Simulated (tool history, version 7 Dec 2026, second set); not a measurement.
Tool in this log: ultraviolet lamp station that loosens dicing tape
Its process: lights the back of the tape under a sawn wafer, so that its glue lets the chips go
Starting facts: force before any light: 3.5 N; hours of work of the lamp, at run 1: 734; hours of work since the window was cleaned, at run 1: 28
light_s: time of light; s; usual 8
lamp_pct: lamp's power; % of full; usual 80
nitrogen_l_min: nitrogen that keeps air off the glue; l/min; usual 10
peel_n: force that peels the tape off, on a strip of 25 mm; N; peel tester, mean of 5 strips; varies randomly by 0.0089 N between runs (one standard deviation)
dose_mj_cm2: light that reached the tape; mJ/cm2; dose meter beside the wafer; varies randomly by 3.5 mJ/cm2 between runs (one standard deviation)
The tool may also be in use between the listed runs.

run,hour,light_s,lamp_pct,nitrogen_l_min,hours of work of the lamp,hours of work since the window was cleaned,peel_n,dose_mj_cm2
1,0.0,8,80,10,734,28,0.371,578
2,57.1,8,80,10,760,53,0.350,578
3,110.2,8,80,10,783,77,0.358,585
4,163.0,8,80,10,807,101,0.369,585
5,225.2,8,80,10,835,128,0.352,583
6,275.5,10,80,10,857,151,0.270,733
7,347.9,10,96,10,889,183,0.229,871
8,386.3,10,96,10,906,200,0.235,870
9,423.1,8,80,10,923,217,0.369,575
10,460.6,4,80,7,940,233,1.089,292
11,497.7,13,88,6,956,250,0.220,1052
12,560.6,13,84,19,984,278,0.198,994
13,610.2,13,84,19,1006,300,0.194,995
# hour 653.0: window cleaned of glue's vapour
14,659.3,8,68,9,1028,3,0.470,501
15,721.7,8,68,9,1056,31,0.481,496
16,799.7,8,68,9,1091,65,0.497,492
17,847.8,8,68,9,1112,87,0.475,499

Take each entry between the runs: how does the hidden state at the last listed run before it differ from the hidden state at the first listed run after it?
Run 13 -> run 14: window cleaned of glue's vapour (hour 653.0)
  light that the window lets through, % of a clean one's: 99.9 -> 100
